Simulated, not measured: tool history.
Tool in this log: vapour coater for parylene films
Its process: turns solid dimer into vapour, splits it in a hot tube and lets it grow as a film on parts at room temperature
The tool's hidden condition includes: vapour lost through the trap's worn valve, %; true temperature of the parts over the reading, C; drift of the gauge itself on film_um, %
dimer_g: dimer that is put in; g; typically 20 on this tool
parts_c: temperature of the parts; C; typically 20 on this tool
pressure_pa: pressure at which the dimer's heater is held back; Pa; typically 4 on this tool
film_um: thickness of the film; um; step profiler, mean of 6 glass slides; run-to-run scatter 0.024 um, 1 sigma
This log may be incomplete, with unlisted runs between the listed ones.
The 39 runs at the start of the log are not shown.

| run | hour | dimer_g | parts_c | pressure_pa | hours of work since the trap's valve was overhauled | hours of work since the table's thermometer was calibrated | film_um |
|---|---|---|---|---|---|---|---|
| 40 | 1336.7 | 34 | 12 | 10.97 | 234 | 1141 | 7.01 |
| 41 | 1385 | 13 | 14 | 6.65 | 256 | 1162 | 2.52 |
| 42 | 1407.4 | 13 | 18 | 5.97 | 266 | 1172 | 2.2 |
| 43 | 1437.1 | 13 | 18 | 5.97 | 279 | 1185 | 2.2 |
| 44 | 1463.8 | 24 | 20 | 2.51 | 290 | 1197 | 3.89 |
| 45 | 1506.8 | 20 | 27 | 6.75 | 309 | 1216 | 2.38 |
| 46 | 1542.5 | 20 | 27 | 6.75 | 325 | 1232 | 2.4 |
| 47 | 1573.2 | 20 | 32 | 4.15 | 339 | 1245 | 2.06 |
| 48 | 1603.2 | 20 | 17 | 4.15 | 352 | 1259 | 3.47 |

Consider 3 possible next runs. They are alternatives, not a sequence: every one starts from the tool as it was left by run 48. What does each give?
| A | 1624.7 | 20 | 29 | 4 | 361 | 1268 | ? |
| B | 1624.7 | 28 | 20 | 4 | 361 | 1268 | ? |
| C | 1624.7 | 20 | 26 | 2.88 | 361 | 1268 | ? |

| run | film_um |
|---|---|
| A | 2.28 |
| B | 4.36 |
| C | 2.56 |
The same runs, with their run-to-run variation unchanged, on a tool lacking any hidden condition would have given:
| run | film_um |
|---|---|
| A | 2.48 |
| B | 4.74 |
| C | 2.78 |
